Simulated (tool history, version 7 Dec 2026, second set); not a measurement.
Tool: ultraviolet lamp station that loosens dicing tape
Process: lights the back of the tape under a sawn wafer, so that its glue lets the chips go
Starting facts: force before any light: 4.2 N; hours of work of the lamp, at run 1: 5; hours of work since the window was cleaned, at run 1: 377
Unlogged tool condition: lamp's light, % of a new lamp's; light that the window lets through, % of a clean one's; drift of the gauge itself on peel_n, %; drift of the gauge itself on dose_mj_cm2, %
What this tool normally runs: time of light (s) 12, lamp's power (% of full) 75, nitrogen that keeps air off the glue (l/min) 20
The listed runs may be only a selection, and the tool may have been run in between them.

run,hour,time of light (s),lamp's power (% of full),nitrogen that keeps air off the glue (l/min),hours of work of the lamp,hours of work since the window was cleaned,force that peels the tape off (N),light that reached the tape (mJ/cm²)
1,0.0,12,75,20,5,377,0.401,182
2,4.9,12,75,20,8,379,0.398,183
3,9.9,12,90,20,10,382,0.312,221
4,15.7,12,75,31,13,385,0.338,182
5,20.1,12,75,31,15,387,0.351,187
6,25.1,21,75,20,18,390,0.201,320
7,35.5,21,75,10,23,395,0.242,317
8,42.9,12,68,20,27,398,0.503,170
9,52.5,12,68,20,31,403,0.473,164
10,62.3,15,61,19,36,408,0.401,184
11,72.2,17,69,28,41,413,0.256,236
12,76.7,8,82,21,44,415,0.653,137
13,87.0,12,75,23,49,421,0.386,177
14,92.5,18,78,11,52,423,0.280,282
15,97.1,18,78,11,54,426,0.271,288
16,103.3,16,78,11,57,429,0.331,251
17,113.5,21,75,11,62,434,0.237,315
18,121.7,19,87,11,66,438,0.228,326

Hidden state or all else? Some run-to-run changes of force that peels the tape off (N), split into what the settings, what came in and random variation would give without the hidden state, and what is left for the hidden state (with any gauge scatter that isn't in both results):
Run 11 -> 12: time of light (s) 17 -> 8, lamp's power (% of full) 69 -> 82, nitrogen that keeps air off the glue (l/min) 28 -> 21. force that peels the tape off (N) +0.397: hidden state +0.058, all else +0.339.
